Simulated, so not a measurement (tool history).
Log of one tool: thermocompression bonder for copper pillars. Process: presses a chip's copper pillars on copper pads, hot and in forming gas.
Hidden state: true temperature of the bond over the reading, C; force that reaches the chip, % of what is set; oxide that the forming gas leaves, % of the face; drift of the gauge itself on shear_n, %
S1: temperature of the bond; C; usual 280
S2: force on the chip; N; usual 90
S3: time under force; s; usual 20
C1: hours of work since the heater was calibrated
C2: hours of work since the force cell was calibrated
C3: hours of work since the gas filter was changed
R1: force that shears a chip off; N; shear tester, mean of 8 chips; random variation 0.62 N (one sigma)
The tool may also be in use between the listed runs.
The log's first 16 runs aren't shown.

| run | hour | S1 | S2 | S3 | C1 | C2 | C3 | R1 |
|---|---|---|---|---|---|---|---|---|
| 17 | 928.5 | 280 | 90 | 32 | 68 | 601 | 234 | 51.6 |
| 18 | 959.1 | 280 | 90 | 56 | 88 | 621 | 254 | 60.6 |
| 19 | 1025.4 | 280 | 90 | 56 | 131 | 664 | 297 | 59.9 |
| 20 | 1075.4 | 280 | 124 | 20 | 164 | 696 | 330 | 56.4 |
| 21 | 1113.5 | 280 | 124 | 20 | 188 | 721 | 355 | 55.7 |
| 22 | 1162.9 | 280 | 124 | 20 | 220 | 753 | 387 | 54.9 |
| 23 | 1225.7 | 280 | 105 | 20 | 261 | 794 | 427 | 49 |
|  | 1262.7 | forming gas filter changed |
| 24 | 1298.1 | 280 | 105 | 20 | 308 | 841 | 23 | 55.5 |
| 25 | 1335.4 | 280 | 105 | 20 | 332 | 865 | 47 | 54.1 |
| 26 | 1380.9 | 280 | 105 | 20 | 362 | 894 | 77 | 54.6 |
| 27 | 1416.5 | 299 | 131 | 22 | 385 | 918 | 100 | 73.5 |
| 28 | 1482.5 | 280 | 90 | 11 | 427 | 960 | 143 | 39.1 |
| 29 | 1543.6 | 296 | 83 | 11 | 467 | 1000 | 182 | 45.3 |
| 30 | 1589.1 | 265 | 90 | 55 | 497 | 1030 | 212 | 54.1 |
| 31 | 1632.3 | 265 | 90 | 55 | 525 | 1058 | 240 | 53.6 |
| 32 | 1692.1 | 265 | 90 | 55 | 564 | 1096 | 279 | 54.9 |
|  | 1712.5 | heater calibrated with a thermocouple chip |
| 33 | 1727.9 | 277 | 135 | 21 | 10 | 1118 | 301 | 55.6 |
| 34 | 1792.3 | 280 | 59 | 41 | 52 | 1160 | 342 | 39.1 |
| 35 | 1865.7 | 281 | 61 | 17 | 100 | 1208 | 390 | 29.3 |
| 36 | 1906.6 | 266 | 90 | 18 | 126 | 1234 | 417 | 33.9 |
| 37 | 1942.1 | 281 | 90 | 20 | 149 | 1257 | 440 | 43.2 |
|  | 1960.3 | forming gas filter changed |
| 38 | 2002.4 | 267 | 71 | 47 | 188 | 1296 | 27 | 44.2 |
| 39 | 2057.4 | 280 | 90 | 11 | 224 | 1332 | 63 | 38.1 |

5 ways to go on from here, each from the tool as it stands after run 39. What would each give?
| A | 2118.7 | 280 | 90 | 36 | 263 | 1372 | 103 | ? |
| B | 2118.7 | 278 | 90 | 20 | 263 | 1372 | 103 | ? |
| C | 2118.7 | 280 | 90 | 38 | 263 | 1372 | 103 | ? |
| D | 2118.7 | 269 | 55 | 34 | 263 | 1372 | 103 | ? |
| E | 2118.7 | 280 | 90 | 27 | 263 | 1372 | 103 | ? |

| run | R1 |
|---|---|
| A | 54.8 |
| B | 46.5 |
| C | 55 |
| D | 33 |
| E | 51.8 |
Without the tool's hidden state the same runs would have given:
| run | R1 |
|---|---|
| A | 56.9 |
| B | 48.3 |
| C | 57.2 |
| D | 34.4 |
| E | 53.9 |

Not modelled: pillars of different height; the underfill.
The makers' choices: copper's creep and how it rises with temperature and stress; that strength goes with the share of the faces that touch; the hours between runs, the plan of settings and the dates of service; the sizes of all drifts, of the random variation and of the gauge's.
